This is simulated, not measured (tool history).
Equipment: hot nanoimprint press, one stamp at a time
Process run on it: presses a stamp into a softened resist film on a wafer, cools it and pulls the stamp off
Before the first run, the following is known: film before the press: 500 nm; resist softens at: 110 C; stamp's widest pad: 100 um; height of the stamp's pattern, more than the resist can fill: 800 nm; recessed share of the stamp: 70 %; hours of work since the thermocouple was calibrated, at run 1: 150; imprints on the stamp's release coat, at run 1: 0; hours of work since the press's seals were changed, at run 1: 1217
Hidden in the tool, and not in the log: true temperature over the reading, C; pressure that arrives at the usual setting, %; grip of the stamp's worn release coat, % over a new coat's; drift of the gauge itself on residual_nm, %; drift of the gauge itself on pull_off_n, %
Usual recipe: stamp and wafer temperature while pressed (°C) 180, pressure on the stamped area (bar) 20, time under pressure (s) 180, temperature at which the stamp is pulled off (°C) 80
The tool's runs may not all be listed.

| run | hour | stamp and wafer temperature while pressed (°C) | pressure on the stamped area (bar) | time under pressure (s) | temperature at which the stamp is pulled off (°C) | hours of work since the thermocouple was calibrated | imprints on the stamp's release coat | hours of work since the press's seals were changed | resist left under the stamp's widest pad (Å) | greatest force while the stamp is pulled off (N) |
|---|---|---|---|---|---|---|---|---|---|---|
| 1 | 0 | 180 | 20 | 180 | 80 | 150 | 0 | 1217 | 2062 | 129 |
| 2 | 41.5 | 180 | 20 | 180 | 80 | 178 | 171 | 1245 | 2059 | 135 |
| 3 | 89.5 | 180 | 20 | 125 | 80 | 210 | 369 | 1277 | 2335 | 137 |
|  | 133 | press's hydraulic seals changed and the load cell set to zero |
| 4 | 148.6 | 180 | 20 | 275 | 80 | 245 | 579 | 11 | 1680 | 143 |
| 5 | 192.2 | 172 | 20 | 180 | 80 | 274 | 759 | 40 | 2737 | 148 |
| 6 | 220.2 | 172 | 20 | 180 | 80 | 293 | 874 | 59 | 2746 | 157 |
| 7 | 248.5 | 172 | 18.1 | 180 | 80 | 312 | 991 | 78 | 2862 | 160 |
| 8 | 276.7 | 174 | 18.1 | 180 | 80 | 331 | 1107 | 97 | 2652 | 162 |
|  | 308.9 | stamp cleaned and given a new release coat |
| 9 | 333.8 | 174 | 18.1 | 180 | 80 | 366 | 102 | 132 | 2647 | 129 |
| 10 | 371.3 | 180 | 20 | 180 | 80 | 391 | 257 | 157 | 1952 | 134 |
| 11 | 397.9 | 180 | 20 | 180 | 80 | 409 | 367 | 175 | 1945 | 136 |
| 12 | 422.7 | 180 | 20 | 180 | 80 | 426 | 469 | 192 | 1952 | 140 |
| 13 | 447.2 | 170 | 20 | 180 | 80 | 443 | 570 | 208 | 2958 | 145 |
| 14 | 497.3 | 170 | 20 | 180 | 80 | 477 | 776 | 242 | 2948 | 153 |
| 15 | 543.5 | 170 | 20 | 180 | 80 | 508 | 966 | 274 | 2934 | 158 |
| 16 | 573.9 | 173 | 20 | 107 | 83 | 528 | 1091 | 294 | 3041 | 146 |
|  | 608.9 | stamp cleaned and given a new release coat |
| 17 | 608.9 | 173 | 26.1 | 105 | 83 | 548 | 0 | 314 | 2722 | 118 |
|  | 638.5 | plate thermocouple calibrated |
| 18 | 647.1 | 170 | 19.2 | 167 | 81 | 6 | 145 | 338 | 3108 | 127 |

Run 19 is up next; what results do you expect?
| 19 | 675 | 180 | 20 | 220 | 76 | 25 | 260 | 356 | ? | ? |

{"run 19": {"resist left under the stamp's widest pad (Å)": 1840, "greatest force while the stamp is pulled off (N)": 147}}
With the hidden condition absent and the run-to-run variation left alone, this run would have shown resist left under the stamp's widest pad (Å) 1835, greatest force while the stamp is pulled off (N) 140.

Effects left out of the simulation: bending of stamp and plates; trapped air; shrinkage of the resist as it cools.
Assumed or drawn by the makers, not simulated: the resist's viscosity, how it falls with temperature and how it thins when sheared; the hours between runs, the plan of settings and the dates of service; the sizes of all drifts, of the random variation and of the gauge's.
